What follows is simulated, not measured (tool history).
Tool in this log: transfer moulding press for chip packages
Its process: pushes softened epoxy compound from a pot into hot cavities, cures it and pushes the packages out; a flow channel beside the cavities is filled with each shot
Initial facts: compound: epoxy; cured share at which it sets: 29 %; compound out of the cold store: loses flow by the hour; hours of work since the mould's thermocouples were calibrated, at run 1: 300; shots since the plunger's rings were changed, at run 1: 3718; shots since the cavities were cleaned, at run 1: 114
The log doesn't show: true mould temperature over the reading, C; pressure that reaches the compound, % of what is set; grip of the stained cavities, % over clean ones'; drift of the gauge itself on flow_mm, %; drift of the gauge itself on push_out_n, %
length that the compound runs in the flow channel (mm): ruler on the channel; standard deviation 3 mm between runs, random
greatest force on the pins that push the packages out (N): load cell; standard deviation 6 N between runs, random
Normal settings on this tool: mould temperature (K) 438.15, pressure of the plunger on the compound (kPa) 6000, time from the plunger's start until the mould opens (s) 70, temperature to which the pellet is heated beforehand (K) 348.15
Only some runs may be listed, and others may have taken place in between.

run	day	mould temperature (K)	pressure of the plunger on the compound (kPa)	time from the plunger's start until the mould opens (s)	temperature to which the pellet is heated beforehand (K)	hours of work since the mould's thermocouples were calibrated	shots since the plunger's rings were changed	shots since the cavities were cleaned	incoming compound's hours out of the cold store	length that the compound runs in the flow channel (mm)	greatest force on the pins that push the packages out (N)
1	0	438.15	6000	70	348.15	300	3718	114	47.7	704	273
2	1.333	438.15	6000	70	348.15	323	4228	624	18.8	761	409
3	2.408	438.15	6000	70	348.15	343	4642	1038	13.7	775	444
# day 2.775: cavities cleaned with cleaning compound and waxed
4	3.412	438.15	6000	70	348.15	359	5002	244	27.1	740	523
5	5.021	438.15	6000	70	348.15	388	5618	860	27.4	736	468
# day 5.267: plunger's sealing rings changed
# day 5.479: mould's thermocouples calibrated
# day 5.996: cavities cleaned with cleaning compound and waxed
6	6.362	438.15	6000	70	348.15	15	365	141	44.7	730	287
7	7.992	438.15	6000	70	348.15	43	988	764	43.2	737	403
# day 9.05: cavities cleaned with cleaning compound and waxed
8	9.788	438.15	6000	70	345.15	74	1653	282	39.9	732	339
9	11.479	432.15	6000	70	345.15	104	2302	931	37	751	617
# day 12.046: cavities cleaned with cleaning compound and waxed
10	12.883	432.15	6000	81	350.15	128	2816	320	45.7	732	371
11	14.508	432.15	6000	81	350.15	157	3439	943	44.1	728	456
# day 15.058: cavities cleaned with cleaning compound and waxed
# day 15.304: cavities cleaned with cleaning compound and waxed, once more
12	16.158	446.15	4820	81	338.15	184	4024	328	41	629	267
# day 18.258: cavities cleaned with cleaning compound and waxed
13	18.258	431.15	4820	81	348.15	220	4805	0	10.8	721	269
14	19.183	431.15	4820	61	343.15	236	5160	355	37.2	661	796
# day 20.65: plunger's sealing rings changed
15	20.758	431.15	4820	61	343.15	262	41	918	19.9	727	957
# day 21.383: cavities cleaned with cleaning compound and waxed
16	22.692	443.15	4820	64	343.15	295	760	502	9.1	716	366
17	24.117	438.15	5270	74	348.15	321	1305	1047	14.3	753	399
# day 24.425: cavities cleaned with cleaning compound and waxed
18	26.162	438.15	6170	70	350.15	356	2067	667	29.9	767	404

Measured less the same run without the tool's hidden state. The same run-to-run variation is in both; the gauge's scatter may not be:
run	length that the compound runs in the flow channel (mm)	greatest force on the pins that push the packages out (N)
1	-25	+66
2	-32	+190
3	-35	+222
4	-37	+304
5	-41	+247
6	-3	+70
7	-6	+188
8	-11	+125
9	-16	+304
10	-19	+146
11	-24	+225
12	-24	+104
13	-32	+10
14	-32	+329
15	+0	+476
16	-5	+163
17	-8	+201
18	-14	+193
